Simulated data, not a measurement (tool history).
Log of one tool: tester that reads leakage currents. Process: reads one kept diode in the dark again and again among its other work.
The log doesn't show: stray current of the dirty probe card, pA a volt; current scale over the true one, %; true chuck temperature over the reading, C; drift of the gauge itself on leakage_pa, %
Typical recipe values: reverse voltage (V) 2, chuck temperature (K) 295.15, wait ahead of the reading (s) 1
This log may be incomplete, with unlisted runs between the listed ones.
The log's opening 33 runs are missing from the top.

| run | day | reverse voltage (V) | chuck temperature (K) | wait ahead of the reading (s) | hours of work since the probe card was cleaned | hours of work since the tester was calibrated | hours of work since the chuck was calibrated | current that the tester gives (pA) |
|---|---|---|---|---|---|---|---|---|
| 34 | 35.458 | 1.09 | 296.15 | 1.08 | 557 | 974 | 620 | 9.7 |
| 35 | 36.612 | 4.31 | 307.15 | 2.17 | 578 | 995 | 641 | 52.4 |
| 36 | 37.583 | 4.5 | 297.15 | 2.07 | 596 | 1013 | 658 | 24.59 |
| 37 | 38.367 | 4.5 | 297.15 | 2.29 | 610 | 1027 | 673 | 24.37 |
| 38 | 39.542 | 4.79 | 319.15 | 1 | 631 | 1048 | 694 | 135.13 |
| 39 | 40.25 | 11.83 | 296.15 | 0.73 | 644 | 1061 | 707 | 42.99 |
| 40 | 41.258 | 11.83 | 296.15 | 0.73 | 663 | 1079 | 725 | 42.73 |
| 41 | 42.271 | 14.21 | 312.15 | 6.38 | 681 | 1098 | 743 | 155.44 |

Here are 3 independent what-if runs from the current tool condition. What would each one return?
| A | 43.754 | 2.34 | 305.15 | 1.71 | 708 | 1125 | 770 | ? |
| B | 43.754 | 4.37 | 304.15 | 2.27 | 708 | 1125 | 770 | ? |
| C | 43.754 | 13.93 | 294.15 | 6.38 | 708 | 1125 | 770 | ? |

| run | current that the tester gives (pA) |
|---|---|
| A | 30.91 |
| B | 41.58 |
| C | 37.22 |
The same runs, with their run-to-run variation unchanged, on a tool lacking any hidden condition would have given:
| run | current that the tester gives (pA) |
|---|---|
| A | 30.92 |
| B | 41.59 |
| C | 37.2 |
